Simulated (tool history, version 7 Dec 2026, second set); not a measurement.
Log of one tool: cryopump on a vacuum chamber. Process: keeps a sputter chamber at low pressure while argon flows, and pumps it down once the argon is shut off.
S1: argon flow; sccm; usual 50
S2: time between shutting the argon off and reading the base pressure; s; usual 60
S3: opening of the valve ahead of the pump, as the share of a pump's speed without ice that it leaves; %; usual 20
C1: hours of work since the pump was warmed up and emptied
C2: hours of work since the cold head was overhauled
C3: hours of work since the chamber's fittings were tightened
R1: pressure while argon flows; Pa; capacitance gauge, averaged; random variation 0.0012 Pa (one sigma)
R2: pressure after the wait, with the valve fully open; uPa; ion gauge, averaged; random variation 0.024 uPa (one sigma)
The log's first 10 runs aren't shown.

run   hour  S1   S2  S3   C1   C2    C3      R1    R2
 11  126.8  36   60  20  449  449   965  0.1992  2.50
 12  133.8  50   60  20  452  452   969  0.2759  2.40
 13  149.6  50  187  20  461  461   978  0.2784  1.95
 14  160.8  50  292  20  467  467   984  0.2762  1.83
 15  169.5  50  292  20  472  472   989  0.2767  1.98
 16  183.5  94   60  20  480  480   996  0.5205  2.52
 17  191.3  94   60  20  484  484  1001  0.5200  2.48
 18  199.6  94  152  20  489  489  1005  0.5178  2.10
 19  212.6  94  152  20  496  496  1012  0.5178  2.14
 20  226.0  50   60  32  503  503  1020  0.1761  2.66

Forecast run 21:
 21  233.1  50  60  30  507  507  1024   ?   ?

R1: 0.1887 Pa
R2: 2.66 uPa
Without the tool's hidden state the same run would have given R1 0.1790 Pa, R2 0.95 uPa.
